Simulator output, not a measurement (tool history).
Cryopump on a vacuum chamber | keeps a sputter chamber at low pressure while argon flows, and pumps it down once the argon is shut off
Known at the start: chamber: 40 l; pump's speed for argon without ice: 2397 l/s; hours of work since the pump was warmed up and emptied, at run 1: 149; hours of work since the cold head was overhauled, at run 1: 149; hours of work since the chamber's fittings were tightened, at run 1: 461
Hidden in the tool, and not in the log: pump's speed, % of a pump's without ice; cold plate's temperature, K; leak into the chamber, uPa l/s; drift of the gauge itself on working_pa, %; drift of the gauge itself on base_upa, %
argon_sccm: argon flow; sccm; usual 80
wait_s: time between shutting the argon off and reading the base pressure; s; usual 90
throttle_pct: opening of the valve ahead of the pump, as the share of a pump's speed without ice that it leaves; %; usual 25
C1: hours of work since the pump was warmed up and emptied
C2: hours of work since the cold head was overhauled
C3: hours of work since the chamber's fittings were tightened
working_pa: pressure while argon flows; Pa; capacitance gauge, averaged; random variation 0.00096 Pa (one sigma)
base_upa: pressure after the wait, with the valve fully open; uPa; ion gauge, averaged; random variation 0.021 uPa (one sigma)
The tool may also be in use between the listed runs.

run 1 day=0 | argon_sccm=80 wait_s=90 throttle_pct=25 | C1=149 C2=149 C3=461 | working_pa=0.2279 base_upa=0.58
run 2 day=0.696 | argon_sccm=80 wait_s=90 throttle_pct=25 | C1=158 C2=158 C3=469 | working_pa=0.2287 base_upa=0.62
run 3 day=1.246 | argon_sccm=80 wait_s=90 throttle_pct=25 | C1=165 C2=165 C3=476 | working_pa=0.2297 base_upa=0.61
run 4 day=1.979 | argon_sccm=80 wait_s=90 throttle_pct=25 | C1=173 C2=173 C3=485 | working_pa=0.2301 base_upa=0.66
run 5 day=2.833 | argon_sccm=80 wait_s=90 throttle_pct=32 | C1=184 C2=184 C3=495 | working_pa=0.1801 base_upa=0.64
run 6 day=3.371 | argon_sccm=80 wait_s=90 throttle_pct=32 | C1=190 C2=190 C3=502 | working_pa=0.1798 base_upa=0.65
run 7 day=4.167 | argon_sccm=80 wait_s=90 throttle_pct=28 | C1=200 C2=200 C3=511 | working_pa=0.2071 base_upa=0.63
run 8 day=4.804 | argon_sccm=80 wait_s=90 throttle_pct=28 | C1=208 C2=208 C3=519 | working_pa=0.2077 base_upa=0.63
run 9 day=5.383 | argon_sccm=80 wait_s=90 throttle_pct=28 | C1=215 C2=215 C3=526 | working_pa=0.2068 base_upa=0.62
run 10 day=5.962 | argon_sccm=80 wait_s=90 throttle_pct=25 | C1=222 C2=222 C3=533 | working_pa=0.2298 base_upa=0.67
run 11 day=6.442 | argon_sccm=80 wait_s=90 throttle_pct=25 | C1=228 C2=228 C3=539 | working_pa=0.2317 base_upa=0.68
run 12 day=6.929 | argon_sccm=80 wait_s=43 throttle_pct=25 | C1=234 C2=234 C3=545 | working_pa=0.2329 base_upa=0.9
run 13 day=7.762 | argon_sccm=80 wait_s=43 throttle_pct=25 | C1=244 C2=244 C3=555 | working_pa=0.2303 base_upa=0.91
run 14 day=8.375 | argon_sccm=80 wait_s=43 throttle_pct=25 | C1=251 C2=251 C3=562 | working_pa=0.2332 base_upa=0.91
run 15 day=8.779 | argon_sccm=50 wait_s=239 throttle_pct=16 | C1=256 C2=256 C3=567 | working_pa=0.2234 base_upa=0.54
run 16 day=9.5 | argon_sccm=50 wait_s=239 throttle_pct=16 | C1=265 C2=265 C3=576 | working_pa=0.2232 base_upa=0.57
run 17 day=10.208 | argon_sccm=80 wait_s=94 throttle_pct=54 | C1=273 C2=273 C3=585 | working_pa=0.1112 base_upa=0.69
run 18 day=10.625 | argon_sccm=80 wait_s=94 throttle_pct=54 | C1=278 C2=278 C3=590 | working_pa=0.1111 base_upa=0.68
run 19 day=11.475 | argon_sccm=83 wait_s=224 throttle_pct=17 | C1=289 C2=289 C3=600 | working_pa=0.3525 base_upa=0.58
run 20 day=12.125 | argon_sccm=83 wait_s=224 throttle_pct=17 | C1=297 C2=297 C3=608 | working_pa=0.3524 base_upa=0.55
run 21 day=12.85 | argon_sccm=46 wait_s=21 throttle_pct=17 | C1=305 C2=305 C3=617 | working_pa=0.1958 base_upa=1.47
run 22 day=13.521 | argon_sccm=46 wait_s=21 throttle_pct=17 | C1=314 C2=314 C3=625 | working_pa=0.1958 base_upa=1.45
run 23 day=14.221 | argon_sccm=46 wait_s=21 throttle_pct=17 | C1=322 C2=322 C3=633 | working_pa=0.1948 base_upa=1.45
run 24 day=14.933 | argon_sccm=46 wait_s=21 throttle_pct=17 | C1=331 C2=331 C3=642 | working_pa=0.1959 base_upa=1.49
run 25 day=15.342 | argon_sccm=61 wait_s=296 throttle_pct=29 | C1=336 C2=336 C3=647 | working_pa=0.1536 base_upa=0.6
run 26 day=15.85 | argon_sccm=79 wait_s=68 throttle_pct=48 | C1=342 C2=342 C3=653 | working_pa=0.1237 base_upa=0.78
run 27 day=16.338 | argon_sccm=79 wait_s=68 throttle_pct=48 | C1=348 C2=348 C3=659 | working_pa=0.1248 base_upa=0.79

4 ways to go on from here, each from the tool as it stands after run 27. What would each give?
run A day=16.975 | argon_sccm=80 wait_s=90 throttle_pct=54 | C1=355 C2=355 C3=667 | working_pa=? base_upa=?
run B day=16.975 | argon_sccm=37 wait_s=124 throttle_pct=25 | C1=355 C2=355 C3=667 | working_pa=? base_upa=?
run C day=16.975 | argon_sccm=38 wait_s=102 throttle_pct=15 | C1=355 C2=355 C3=667 | working_pa=? base_upa=?
run D day=16.975 | argon_sccm=95 wait_s=90 throttle_pct=25 | C1=355 C2=355 C3=667 | working_pa=? base_upa=?

run=A working_pa=0.1144 base_upa=0.75
run=B working_pa=0.1076 base_upa=0.71
run=C working_pa=0.1837 base_upa=0.74
run=D working_pa=0.2774 base_upa=0.72
Without the tool's hidden state the same runs would have given:
run=A working_pa=0.1058 base_upa=0.35
run=B working_pa=0.1036 base_upa=0.31
run=C working_pa=0.1797 base_upa=0.35
run=D working_pa=0.2673 base_upa=0.33

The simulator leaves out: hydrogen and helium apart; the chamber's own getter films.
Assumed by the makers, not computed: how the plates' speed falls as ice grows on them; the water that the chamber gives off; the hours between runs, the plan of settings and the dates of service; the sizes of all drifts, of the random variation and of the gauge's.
